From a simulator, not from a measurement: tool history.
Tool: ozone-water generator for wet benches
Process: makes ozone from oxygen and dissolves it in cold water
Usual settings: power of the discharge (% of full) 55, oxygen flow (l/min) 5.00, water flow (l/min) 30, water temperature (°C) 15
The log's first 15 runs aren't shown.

| run | day | power of the discharge (% of full) | oxygen flow (l/min) | water flow (l/min) | water temperature (°C) | dissolved ozone (ppm) | ozone in the gas ahead of the water (g/m3) |
|---|---|---|---|---|---|---|---|
| 16 | 25.804 | 55 | 5.00 | 30 | 15 | 18.7 | 188.2 |
| 17 | 27.250 | 55 | 5.00 | 30 | 15 | 18.5 | 187.8 |
| 18 | 28.617 | 53 | 4.77 | 46 | 8 | 12.0 | 189.5 |
| 19 | 30.521 | 53 | 4.77 | 46 | 8 | 12.3 | 188.6 |
| 20 | 31.758 | 53 | 5.47 | 43 | 12 | 13.5 | 177.5 |
| 21 | 33.054 | 53 | 5.47 | 43 | 12 | 13.5 | 177.0 |
| 22 | 35.388 | 51 | 2.67 | 43 | 19 | 9.4 | 234.8 |
|  | 35.779 | contactor cleaned |
| 23 | 36.596 | 51 | 4.41 | 43 | 13 | 12.0 | 190.4 |
| 24 | 38.621 | 47 | 2.51 | 26 | 13 | 15.2 | 226.3 |
| 25 | 39.821 | 41 | 8.34 | 30 | 10 | 17.8 | 125.6 |
| 26 | 41.233 | 41 | 8.34 | 30 | 10 | 17.6 | 125.5 |
| 27 | 42.575 | 41 | 8.34 | 30 | 10 | 18.0 | 125.2 |
| 28 | 44.621 | 55 | 2.68 | 30 | 15 | 15.5 | 247.4 |
| 29 | 46.688 | 55 | 2.68 | 30 | 15 | 14.9 | 247.5 |
| 30 | 47.900 | 55 | 5.00 | 32 | 12 | 18.2 | 191.4 |
| 31 | 49.133 | 55 | 5.00 | 32 | 12 | 17.9 | 191.0 |
| 32 | 50.625 | 55 | 5.00 | 32 | 12 | 17.9 | 190.4 |
| 33 | 51.667 | 55 | 5.00 | 32 | 12 | 17.9 | 190.3 |

4 ways to go on from here, each from the tool as it stands after run 33. What would each give?
| A | 52.879 | 98 | 5.00 | 32 | 12 | ? | ? |
| B | 52.879 | 91 | 5.00 | 31 | 13 | ? | ? |
| C | 52.879 | 87 | 5.00 | 30 | 15 | ? | ? |
| D | 52.879 | 55 | 5.00 | 28 | 18 | ? | ? |

| run | dissolved ozone (ppm) | ozone in the gas ahead of the water (g/m3) |
|---|---|---|
| A | 27.0 | 285.6 |
| B | 25.9 | 268.9 |
| C | 26.0 | 261.5 |
| D | 19.2 | 188.6 |
Without the tool's hidden state the same runs would have given:
| run | dissolved ozone (ppm) | ozone in the gas ahead of the water (g/m3) |
|---|---|---|
| A | 27.0 | 285.8 |
| B | 25.9 | 269.0 |
| C | 26.0 | 261.6 |
| D | 19.2 | 188.6 |

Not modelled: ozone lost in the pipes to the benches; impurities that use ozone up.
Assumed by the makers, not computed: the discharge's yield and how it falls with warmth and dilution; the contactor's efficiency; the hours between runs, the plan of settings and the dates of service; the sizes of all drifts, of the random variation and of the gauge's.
